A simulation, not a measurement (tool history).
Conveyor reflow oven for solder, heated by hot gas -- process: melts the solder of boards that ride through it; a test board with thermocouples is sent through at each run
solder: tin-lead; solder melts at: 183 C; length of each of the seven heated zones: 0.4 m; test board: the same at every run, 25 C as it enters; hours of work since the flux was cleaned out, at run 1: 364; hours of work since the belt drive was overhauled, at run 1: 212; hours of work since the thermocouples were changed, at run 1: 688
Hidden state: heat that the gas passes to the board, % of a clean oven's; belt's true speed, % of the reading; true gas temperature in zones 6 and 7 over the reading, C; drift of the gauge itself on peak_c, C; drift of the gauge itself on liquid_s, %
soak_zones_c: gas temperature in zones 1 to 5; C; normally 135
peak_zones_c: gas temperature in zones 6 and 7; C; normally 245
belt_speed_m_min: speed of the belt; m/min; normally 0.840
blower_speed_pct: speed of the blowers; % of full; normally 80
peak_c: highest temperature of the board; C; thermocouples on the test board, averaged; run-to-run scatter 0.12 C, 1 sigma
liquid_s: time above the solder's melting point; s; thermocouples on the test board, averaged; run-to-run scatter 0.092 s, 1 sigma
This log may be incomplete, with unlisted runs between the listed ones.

run	day	soak_zones_c	peak_zones_c	belt_speed_m_min	blower_speed_pct	hours of work since the flux was cleaned out	hours of work since the belt drive was overhauled	hours of work since the thermocouples were changed	peak_c	liquid_s
1	0.000	135	245	0.840	80	364	212	688	228.3	47.93
2	0.300	135	245	0.840	80	369	217	693	228.2	47.94
3	0.700	135	244	0.840	80	375	224	700	227.1	47.59
# day 1.254: flux residue cleaned out of gas plates and filters
4	1.258	135	244	0.840	80	0	230	706	230.8	49.06
5	1.683	122	245	0.840	80	7	237	713	229.6	46.22
6	2.000	122	245	0.840	80	13	243	719	229.6	45.89
7	2.308	122	245	0.840	80	18	248	724	229.6	45.87
8	2.729	122	245	0.840	80	25	255	731	229.5	45.86
9	3.138	135	245	0.840	80	32	262	738	231.2	49.40
10	3.538	135	245	0.840	80	39	269	745	231.1	49.52
# day 3.721: belt drive overhauled, speed set with a stopwatch
11	3.954	135	245	0.840	80	43	4	749	231.8	49.83
12	4.342	135	245	0.840	80	50	11	756	231.2	49.72
13	4.608	135	245	0.840	80	54	15	761	231.3	49.78
# day 4.854: belt drive overhauled, speed set with a stopwatch, once more
14	5.017	135	245	0.840	80	59	3	765	231.0	48.71
15	5.429	135	250	0.840	80	66	10	772	235.3	50.38
16	5.658	135	250	0.840	80	69	14	776	235.5	50.50
17	6.108	141	254	0.840	80	77	21	783	239.8	53.33
18	6.554	135	256	1.001	80	85	29	791	234.2	41.75
19	7.021	120	236	1.001	80	93	37	799	213.7	30.01
20	7.383	121	247	0.679	67	99	43	805	233.9	58.61
21	7.583	135	255	0.967	80	102	47	808	234.1	43.39
22	7.850	135	245	0.840	82	107	51	813	231.0	48.79
23	8.167	126	245	0.707	53	112	57	818	226.5	53.31
24	8.554	136	245	0.782	73	119	63	825	231.0	52.78
25	9.000	136	245	0.782	73	126	71	833	231.0	52.85
# day 9.204: thermocouples of zones 6 and 7 changed
26	9.392	136	245	0.782	73	132	76	3	229.7	52.34
27	9.838	148	245	0.996	73	139	84	11	223.5	40.96
28	10.192	148	245	0.996	73	145	90	17	223.4	40.85
29	10.512	135	245	0.815	74	151	95	22	228.3	49.46
30	10.975	121	257	0.788	82	159	103	30	240.8	52.88
31	11.317	121	257	0.788	82	165	109	36	240.5	52.97
32	11.650	129	257	0.762	82	170	115	42	243.0	57.08

Forecast each of these 3 alternatives for the next run:
A	11.850	121	234	0.840	80	174	118	45	?	?
B	11.850	135	240	0.840	65	174	118	45	?	?
C	11.850	129	237	0.941	84	174	118	45	?	?

run	peak_c	liquid_s
A	216.6	38.97
B	220.1	43.48
C	217.9	36.40
Take away the tool's hidden state, keep each run's random variation, and the runs would have read:
run	peak_c	liquid_s
A	218.7	40.38
B	221.9	44.52
C	220.2	37.68

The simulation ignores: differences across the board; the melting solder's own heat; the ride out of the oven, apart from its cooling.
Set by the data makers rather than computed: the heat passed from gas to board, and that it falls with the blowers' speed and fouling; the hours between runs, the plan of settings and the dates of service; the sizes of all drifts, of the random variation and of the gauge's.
